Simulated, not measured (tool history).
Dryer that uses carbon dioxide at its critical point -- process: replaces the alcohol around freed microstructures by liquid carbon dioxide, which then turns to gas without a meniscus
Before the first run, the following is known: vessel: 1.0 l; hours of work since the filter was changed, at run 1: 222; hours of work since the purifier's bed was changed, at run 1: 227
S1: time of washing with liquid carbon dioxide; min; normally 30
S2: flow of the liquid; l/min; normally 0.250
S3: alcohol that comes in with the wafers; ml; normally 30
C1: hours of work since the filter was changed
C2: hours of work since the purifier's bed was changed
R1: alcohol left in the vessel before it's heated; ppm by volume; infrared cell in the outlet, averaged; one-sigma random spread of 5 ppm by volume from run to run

run   hour  S1     S2  S3   C1   C2   R1
  1    0.0  30  0.250  30  222  227  121
  2   17.0  30  0.250  30  236  240  123
  3   37.2  30  0.250  30  252  256  124
  4   57.2  30  0.250  30  267  271  139
  5   72.8  30  0.250  30  280  284  139
  6   92.2  30  0.255  44  295  299  162
  7  102.6  30  0.310  74  303  307  116
  8  112.7  28  0.311  74  311  315  138
  9  125.2  28  0.311  74  321  325  150
 10  139.3  28  0.311  74  332  336  151

Below are 5 alternative next runs, each starting from the tool's condition after run 10. Predict each:
  A  160.1  28  0.354  34  348  352   ?
  B  160.1  35  0.392  61  348  352   ?
  C  160.1  21  0.174  74  348  352   ?
  D  160.1  38  0.364  22  348  352   ?
  E  160.1  28  0.311  99  348  352   ?

run    R1
  A   107
  B    98
  C  4002
  D    91
  E   176
Stripped of hidden state, with their random variation kept, the same runs would have yielded:
run    R1
  A    13
  B    10
  C  2999
  D     1
  E    48
